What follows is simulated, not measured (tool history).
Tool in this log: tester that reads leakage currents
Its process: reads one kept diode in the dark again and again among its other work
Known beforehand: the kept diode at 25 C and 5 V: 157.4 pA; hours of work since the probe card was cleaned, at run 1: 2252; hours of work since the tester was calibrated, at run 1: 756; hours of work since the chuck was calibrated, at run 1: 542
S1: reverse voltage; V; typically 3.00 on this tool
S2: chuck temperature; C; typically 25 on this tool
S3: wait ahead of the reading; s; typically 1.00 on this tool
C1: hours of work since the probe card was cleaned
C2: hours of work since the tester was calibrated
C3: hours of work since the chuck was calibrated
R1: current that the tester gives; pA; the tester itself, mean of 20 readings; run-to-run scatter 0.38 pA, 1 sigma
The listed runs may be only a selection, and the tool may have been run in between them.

{"run": 1, "hour": 0.0, "S1": 3.0, "S2": 25, "S3": 1.0, "C1": 2252, "C2": 756, "C3": 542, "R1": 123.05}
{"run": 2, "hour": 26.0, "S1": 3.0, "S2": 25, "S3": 1.0, "C1": 2271, "C2": 775, "C3": 561, "R1": 123.33}
{"run": 3, "hour": 50.4, "S1": 3.0, "S2": 25, "S3": 1.0, "C1": 2289, "C2": 794, "C3": 580, "R1": 123.49}
{"run": 4, "hour": 78.7, "S1": 3.0, "S2": 54, "S3": 1.0, "C1": 2311, "C2": 815, "C3": 601, "R1": 1127.99}
{"run": 5, "hour": 110.0, "S1": 3.0, "S2": 54, "S3": 1.0, "C1": 2334, "C2": 838, "C3": 624, "R1": 1131.83}
{"run": 6, "hour": 138.8, "S1": 3.0, "S2": 54, "S3": 1.0, "C1": 2356, "C2": 860, "C3": 646, "R1": 1128.95}
{"run": 7, "hour": 177.2, "S1": 3.0, "S2": 54, "S3": 1.0, "C1": 2384, "C2": 889, "C3": 675, "R1": 1127.18}
{"run": 8, "hour": 204.7, "S1": 3.0, "S2": 54, "S3": 1.0, "C1": 2405, "C2": 909, "C3": 695, "R1": 1126.94}
{"run": 9, "hour": 227.1, "S1": 3.0, "S2": 54, "S3": 1.0, "C1": 2422, "C2": 926, "C3": 712, "R1": 1123.12}
{"run": 10, "hour": 260.9, "S1": 3.0, "S2": 54, "S3": 1.0, "C1": 2447, "C2": 951, "C3": 737, "R1": 1120.35}
{"run": 11, "hour": 289.6, "S1": 3.0, "S2": 54, "S3": 1.0, "C1": 2469, "C2": 973, "C3": 759, "R1": 1120.97}
{"run": 12, "hour": 306.6, "S1": 3.0, "S2": 54, "S3": 1.0, "C1": 2481, "C2": 986, "C3": 772, "R1": 1119.02}
{"run": 13, "hour": 331.4, "S1": 3.0, "S2": 54, "S3": 1.0, "C1": 2500, "C2": 1004, "C3": 790, "R1": 1119.87}
{"hour": 335.7, "done": "chuck's temperature calibrated"}
{"run": 14, "hour": 360.7, "S1": 4.1, "S2": 54, "S3": 1.0, "C1": 2520, "C2": 1025, "C3": 19, "R1": 1236.31}
{"run": 15, "hour": 397.7, "S1": 17.04, "S2": 25, "S3": 1.0, "C1": 2548, "C2": 1052, "C3": 46, "R1": 277.66}
{"run": 16, "hour": 416.1, "S1": 7.99, "S2": 25, "S3": 1.0, "C1": 2562, "C2": 1066, "C3": 60, "R1": 186.94}
{"hour": 421.2, "done": "chuck's temperature calibrated, once more"}
{"run": 17, "hour": 449.9, "S1": 3.0, "S2": 25, "S3": 1.0, "C1": 2586, "C2": 1090, "C3": 22, "R1": 131.8}
{"run": 18, "hour": 467.1, "S1": 3.0, "S2": 24, "S3": 1.0, "C1": 2599, "C2": 1103, "C3": 34, "R1": 121.5}
{"run": 19, "hour": 483.1, "S1": 3.0, "S2": 24, "S3": 1.0, "C1": 2611, "C2": 1115, "C3": 46, "R1": 121.33}
{"run": 20, "hour": 519.5, "S1": 3.0, "S2": 24, "S3": 1.0, "C1": 2638, "C2": 1142, "C3": 74, "R1": 120.73}
{"run": 21, "hour": 551.2, "S1": 3.0, "S2": 24, "S3": 1.0, "C1": 2662, "C2": 1166, "C3": 97, "R1": 120.89}
{"run": 22, "hour": 572.6, "S1": 3.0, "S2": 25, "S3": 1.0, "C1": 2678, "C2": 1182, "C3": 113, "R1": 130.11}
{"run": 23, "hour": 602.5, "S1": 3.0, "S2": 55, "S3": 1.0, "C1": 2700, "C2": 1204, "C3": 136, "R1": 1275.45}
{"run": 24, "hour": 631.4, "S1": 12.29, "S2": 25, "S3": 1.0, "C1": 2722, "C2": 1226, "C3": 157, "R1": 266.8}
{"run": 25, "hour": 655.3, "S1": 5.34, "S2": 23, "S3": 0.71, "C1": 2740, "C2": 1244, "C3": 175, "R1": 147.81}
{"run": 26, "hour": 687.0, "S1": 5.34, "S2": 23, "S3": 0.71, "C1": 2763, "C2": 1268, "C3": 199, "R1": 147.23}
{"run": 27, "hour": 722.5, "S1": 3.0, "S2": 24, "S3": 0.71, "C1": 2790, "C2": 1294, "C3": 226, "R1": 119.78}
{"run": 28, "hour": 756.8, "S1": 1.8, "S2": 42, "S3": 1.0, "C1": 2816, "C2": 1320, "C3": 251, "R1": 384.06}
{"run": 29, "hour": 774.9, "S1": 13.57, "S2": 28, "S3": 1.0, "C1": 2829, "C2": 1334, "C3": 265, "R1": 351.89}
{"run": 30, "hour": 797.6, "S1": 3.3, "S2": 46, "S3": 2.12, "C1": 2846, "C2": 1351, "C3": 282, "R1": 687.11}
{"run": 31, "hour": 828.0, "S1": 1.49, "S2": 28, "S3": 0.99, "C1": 2869, "C2": 1373, "C3": 305, "R1": 116.3}
{"run": 32, "hour": 856.7, "S1": 5.28, "S2": 45, "S3": 1.0, "C1": 2891, "C2": 1395, "C3": 326, "R1": 795.5}
{"run": 33, "hour": 889.0, "S1": 12.18, "S2": 22, "S3": 0.41, "C1": 2915, "C2": 1419, "C3": 351, "R1": 208.87}
{"run": 34, "hour": 907.2, "S1": 12.18, "S2": 22, "S3": 0.41, "C1": 2928, "C2": 1433, "C3": 364, "R1": 207.89}
{"run": 35, "hour": 928.3, "S1": 3.0, "S2": 52, "S3": 3.07, "C1": 2944, "C2": 1449, "C3": 380, "R1": 1011.26}
{"run": 36, "hour": 956.0, "S1": 1.86, "S2": 52, "S3": 1.58, "C1": 2965, "C2": 1469, "C3": 401, "R1": 803.08}
{"run": 37, "hour": 979.9, "S1": 15.14, "S2": 35, "S3": 0.51, "C1": 2983, "C2": 1487, "C3": 419, "R1": 620.27}
{"run": 38, "hour": 1010.7, "S1": 9.1, "S2": 46, "S3": 1.0, "C1": 3006, "C2": 1510, "C3": 442, "R1": 1099.23}
{"run": 39, "hour": 1044.5, "S1": 10.57, "S2": 46, "S3": 1.49, "C1": 3031, "C2": 1536, "C3": 467, "R1": 1174.56}
{"run": 40, "hour": 1083.5, "S1": 13.53, "S2": 52, "S3": 1.0, "C1": 3060, "C2": 1565, "C3": 496, "R1": 2035.13}

Consider 4 possible next runs. They are alternatives, not a sequence: every one starts from the tool as it was left by run 40. What does each give?
{"run": "A", "hour": 1100.1, "S1": 3.0, "S2": 25, "S3": 0.75, "C1": 3073, "C2": 1577, "C3": 509, "R1": "?"}
{"run": "B", "hour": 1100.1, "S1": 2.2, "S2": 25, "S3": 1.0, "C1": 3073, "C2": 1577, "C3": 509, "R1": "?"}
{"run": "C", "hour": 1100.1, "S1": 14.79, "S2": 25, "S3": 1.0, "C1": 3073, "C2": 1577, "C3": 509, "R1": "?"}
{"run": "D", "hour": 1100.1, "S1": 3.34, "S2": 54, "S3": 0.67, "C1": 3073, "C2": 1577, "C3": 509, "R1": "?"}

run=A R1=126.07
run=B R1=107.65
run=C R1=285.14
run=D R1=1204.75
Take away the tool's hidden state, keep each run's random variation, and the runs would have read:
run=A R1=124.67
run=B R1=107.45
run=C R1=260.62
run=D R1=1247.81

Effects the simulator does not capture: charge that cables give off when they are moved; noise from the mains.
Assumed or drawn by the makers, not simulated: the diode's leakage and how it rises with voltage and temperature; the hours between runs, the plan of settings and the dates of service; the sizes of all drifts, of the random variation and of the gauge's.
